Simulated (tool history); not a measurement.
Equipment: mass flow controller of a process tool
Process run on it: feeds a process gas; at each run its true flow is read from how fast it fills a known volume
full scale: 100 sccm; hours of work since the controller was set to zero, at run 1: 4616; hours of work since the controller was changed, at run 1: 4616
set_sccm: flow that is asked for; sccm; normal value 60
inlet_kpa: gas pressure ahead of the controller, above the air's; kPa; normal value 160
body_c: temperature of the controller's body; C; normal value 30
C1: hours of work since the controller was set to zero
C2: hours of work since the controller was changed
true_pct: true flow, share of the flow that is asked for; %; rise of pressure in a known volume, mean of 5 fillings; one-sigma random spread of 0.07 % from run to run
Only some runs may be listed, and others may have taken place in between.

Run 1, hour 0: usual settings; C1 4616; C2 4616. Result: true_pct 102.53 %.
Run 2, hour 123.8: usual settings; C1 4708; C2 4708. Result: true_pct 102.57 %.
Run 3, hour 208.8: usual settings but set_sccm 29 sccm; C1 4771; C2 4771. Result: true_pct 101.71 %.
Run 4, hour 310.1: usual settings but set_sccm 29 sccm; C1 4846; C2 4846. Result: true_pct 101.78 %.
Run 5, hour 443.3: usual settings but set_sccm 61 sccm; C1 4945; C2 4945. Result: true_pct 102.69 %.
Run 6, hour 545.5: usual settings but inlet_kpa 239 kPa; C1 5021; C2 5021. Result: true_pct 102.41 %.
Run 7, hour 644.3: usual settings but inlet_kpa 239 kPa; C1 5094; C2 5094. Result: true_pct 102.28 %.
Run 8, hour 741.2: usual settings but set_sccm 14 sccm, inlet_kpa 214 kPa, body_c 22 C; C1 5166; C2 5166. Result: true_pct 101.2 %.
Run 9, hour 848.3: usual settings but set_sccm 20 sccm, inlet_kpa 231 kPa; C1 5246; C2 5246. Result: true_pct 101.02 %.
Run 10, hour 920.4: usual settings but set_sccm 20 sccm, inlet_kpa 266 kPa, body_c 28 C; C1 5300; C2 5300. Result: true_pct 101.14 %.
Run 11, hour 1023.3: usual settings but set_sccm 20 sccm, inlet_kpa 266 kPa, body_c 28 C; C1 5376; C2 5376. Result: true_pct 101.07 %.
Run 12, hour 1101.1: usual settings but set_sccm 48 sccm, inlet_kpa 266 kPa, body_c 28 C; C1 5434; C2 5434. Result: true_pct 102.19 %.
Run 13, hour 1207.6: usual settings but body_c 31 C; C1 5513; C2 5513. Result: true_pct 103.12 %.
Run 14, hour 1275.5: usual settings but body_c 31 C; C1 5564; C2 5564. Result: true_pct 103.2 %.

Each row is a separate what-if for the run after 14, all from the same tool condition, not one after another. Results?
Run A, hour 1394.3: usual settings but set_sccm 45 sccm, inlet_kpa 153 kPa, body_c 27 C; C1 5652; C2 5652. Result: true_pct ?.
Run B, hour 1394.3: usual settings but set_sccm 65 sccm, inlet_kpa 278 kPa, body_c 36 C; C1 5652; C2 5652. Result: true_pct ?.
Run C, hour 1394.3: usual settings but inlet_kpa 269 kPa; C1 5652; C2 5652. Result: true_pct ?.

run  true_pct
  A    103.09
  B    102.14
  C     102.8
Take away the tool's hidden state, keep each run's random variation, and the runs would have read:
run  true_pct
  A     99.37
  B     98.25
  C     98.93
